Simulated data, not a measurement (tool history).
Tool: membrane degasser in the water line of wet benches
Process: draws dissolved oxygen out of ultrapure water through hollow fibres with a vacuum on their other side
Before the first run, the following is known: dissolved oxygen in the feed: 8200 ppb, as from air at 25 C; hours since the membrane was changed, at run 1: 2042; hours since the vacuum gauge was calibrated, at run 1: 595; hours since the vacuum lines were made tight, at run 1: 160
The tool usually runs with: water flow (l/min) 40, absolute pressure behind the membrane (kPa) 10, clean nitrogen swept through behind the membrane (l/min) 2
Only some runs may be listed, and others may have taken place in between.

run    hour  water flow (l/min)  absolute pressure behind the membrane (kPa)  clean nitrogen swept through behind the membrane (l/min)  hours since the membrane was changed  hours since the vacuum gauge was calibrated  hours since the vacuum lines were made tight  dissolved oxygen in the water behind the degasser (ppb)  pressure that the water loses in the fibres (kPa)
  1       0                  40                                           10                                                         2                                  2042                                          595                                           160                                                    296.5                                              53.28
  2    92.5                  40                                           10                                                         2                                  2135                                          688                                           252                                                      297                                              53.09
  3   185.1                  40                                           10                                                         2                                  2227                                          781                                           345                                                    297.4                                              53.11
  4   232.4                  40                                           10                                                         2                                  2275                                          828                                           392                                                    296.9                                              53.08
  5   297.8                  40                                           10                                                         2                                  2340                                          893                                           458                                                    296.4                                              53.13
  6   350.4                  40                                           10                                                      0.85                                  2393                                          946                                           510                                                    587.7                                              53.08
  7   451.3                  40                                           10                                                      0.85                                  2494                                         1047                                           611                                                    589.6                                              53.05
  8   554.6                  40                                           10                                                      0.85                                  2597                                         1150                                           714                                                    589.2                                              52.85
  9     614                  40                                         14.1                                                         2                                  2656                                         1209                                           774                                                    465.9                                              52.91
 10   706.2                  40                                           10                                                         2                                  2748                                         1302                                           866                                                    298.1                                              53.02
 11   765.4                  40                                           10                                                         2                                  2808                                         1361                                           925                                                    297.6                                              53.11
 12   823.9                  57                                           10                                                         2                                  2866                                         1419                                           984                                                    403.2                                              76.17
 13   927.9                  57                                           10                                                         2                                  2970                                         1523                                          1088                                                    403.7                                              76.45
 14  1025.6                  40                                           10                                                         2                                  3068                                         1621                                          1185                                                    299.2                                              53.41
 15  1102.8                  40                                           10                                                         2                                  3145                                         1698                                          1263                                                    299.1                                              53.46
 16  1204.4                  40                                           10                                                         2                                  3247                                         1800                                          1364                                                    299.6                                              53.88
 17  1263.5                  33                                          6.3                                                      3.93                                  3306                                         1859                                          1423                                                     64.9                                              44.25
 18  1346.9                  33                                          6.3                                                      3.93                                  3389                                         1942                                          1507                                                     64.7                                              44.42
 19  1428.1                  33                                          6.3                                                      2.33                                  3470                                         2024                                          1588                                                    104.5                                              43.85
 20  1521.7                  33                                          9.3                                                      3.82                                  3564                                         2117                                          1681                                                    127.7                                              44.45
 21  1617.4                  52                                           10                                                      1.24                                  3660                                         2213                                          1777                                                    549.5                                              69.34
     1624.2  -- vacuum gauge calibrated
 22  1660.7                  27                                           10                                                       0.9                                  3703                                           37                                          1820                                                    421.7                                              36.19
 23  1750.9                  32                                         24.4                                                      1.32                                  3793                                          127                                          1910                                                   1007.7                                              43.21
 24  1807.7                  34                                           21                                                      3.36                                  3850                                          184                                          1967                                                    411.1                                              45.69
 25  1891.9                  38                                         10.2                                                         2                                  3934                                          268                                          2051                                                    298.2                                              51.15
     1973.5  -- vacuum gauge calibrated, once more
 26  1977.9                  39                                         10.2                                                      5.35                                  4019                                            4                                          2137                                                    123.9                                              51.93
 27  2068.4                  52                                         10.2                                                      0.83                                  4110                                           95                                          2227                                                    745.3                                              70.13
 28  2140.8                  50                                         10.2                                                      1.89                                  4182                                          167                                          2300                                                    387.9                                              67.66

Run 29 comes next. What will it give?
 29  2222.2                  50                                         10.2                                                      1.89                                  4263                                          249                                          2381                                                        ?                                                  ?

{"run 29": {"dissolved oxygen in the water behind the degasser (ppb)": 389.5, "pressure that the water loses in the fibres (kPa)": 67.65}}
Were there no unlogged condition in the tool, this run, its random variation unchanged, would have produced dissolved oxygen in the water behind the degasser (ppb) 386.4, pressure that the water loses in the fibres (kPa) 65.21.

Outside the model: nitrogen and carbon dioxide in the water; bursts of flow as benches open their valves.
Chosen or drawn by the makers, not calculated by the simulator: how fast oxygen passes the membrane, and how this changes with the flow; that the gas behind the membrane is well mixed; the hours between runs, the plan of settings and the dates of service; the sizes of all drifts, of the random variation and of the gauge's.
